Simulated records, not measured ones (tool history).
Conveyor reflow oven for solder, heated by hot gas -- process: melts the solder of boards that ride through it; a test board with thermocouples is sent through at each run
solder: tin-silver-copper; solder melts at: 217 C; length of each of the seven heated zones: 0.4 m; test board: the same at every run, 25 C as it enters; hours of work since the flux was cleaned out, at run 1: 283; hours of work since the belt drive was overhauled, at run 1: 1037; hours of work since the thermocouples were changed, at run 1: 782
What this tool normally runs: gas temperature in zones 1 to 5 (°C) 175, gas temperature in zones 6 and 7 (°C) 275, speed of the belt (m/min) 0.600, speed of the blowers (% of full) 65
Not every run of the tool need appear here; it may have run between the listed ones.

run,hour,gas temperature in zones 1 to 5 (°C),gas temperature in zones 6 and 7 (°C),speed of the belt (m/min),speed of the blowers (% of full),hours of work since the flux was cleaned out,hours of work since the belt drive was overhauled,hours of work since the thermocouples were changed,highest temperature of the board (°C),time above the solder's melting point (s)
1,0.0,175,275,0.600,65,283,1037,782,253.8,62.0
2,19.3,175,275,0.600,65,297,1050,796,254.2,62.2
# hour 29.0: belt drive overhauled, speed set with a stopwatch
3,40.2,187,275,0.600,65,308,8,807,255.2,67.5
4,66.3,175,275,0.600,69,327,26,826,253.5,60.8
5,81.5,175,275,0.600,69,337,37,836,253.1,59.4
6,107.7,175,275,0.600,69,356,55,854,253.2,60.2
7,122.2,175,275,0.600,69,366,65,865,252.6,60.6
8,149.4,175,275,0.600,65,385,84,884,251.6,60.2
9,162.1,175,275,0.600,65,394,93,892,252.4,58.3
10,178.9,175,275,0.679,65,405,105,904,246.3,46.3
# hour 185.7: flux residue cleaned out of gas plates and filters
11,203.9,185,275,0.600,65,13,119,918,253.0,63.4
12,225.9,180,275,0.600,65,28,134,933,252.1,60.1
13,254.6,175,275,0.600,65,48,154,954,250.6,58.4
14,269.3,175,275,0.600,65,58,164,964,250.3,57.6
15,282.5,175,275,0.600,65,68,173,973,250.3,56.4
16,298.5,175,275,0.600,65,79,185,984,251.1,57.0
17,325.4,175,275,0.600,65,97,203,1003,250.4,57.4
18,338.8,175,275,0.567,87,107,213,1012,256.0,67.4
# hour 359.3: flux residue cleaned out of gas plates and filters, once more
19,372.0,170,275,0.653,51,9,232,1032,247.3,48.0
20,399.6,169,284,0.609,55,28,252,1051,258.2,60.7
21,429.1,179,283,0.600,65,49,272,1072,263.4,68.8
22,449.6,179,281,0.600,65,63,287,1086,260.3,66.6
23,473.5,179,281,0.600,65,80,303,1103,261.0,66.9
24,494.5,179,279,0.497,65,94,318,1118,264.5,85.1
25,516.9,179,279,0.497,65,110,334,1133,264.7,83.5
26,530.5,170,279,0.575,65,119,343,1143,257.8,65.7
27,558.8,178,275,0.600,65,139,363,1162,255.1,61.7
28,578.7,178,275,0.600,65,153,377,1176,253.9,62.9
29,592.1,178,275,0.600,65,162,386,1186,254.5,62.9
30,605.6,165,275,0.515,65,172,396,1195,257.0,70.6

Predict each of these 3 candidate next runs independently; none follows another, all start after run 30:
A,635.2,172,267,0.600,65,193,416,1216,?,?
B,635.2,175,275,0.536,59,193,416,1216,?,?
C,635.2,165,275,0.628,64,193,416,1216,?,?

run,highest temperature of the board (°C),time above the solder's melting point (s)
A,244.9,53.3
B,255.7,70.2
C,250.4,51.4
Had the tool no hidden state, the same runs would have come out as:
run,highest temperature of the board (°C),time above the solder's melting point (s)
A,249.1,57.2
B,259.8,72.9
C,254.9,55.0

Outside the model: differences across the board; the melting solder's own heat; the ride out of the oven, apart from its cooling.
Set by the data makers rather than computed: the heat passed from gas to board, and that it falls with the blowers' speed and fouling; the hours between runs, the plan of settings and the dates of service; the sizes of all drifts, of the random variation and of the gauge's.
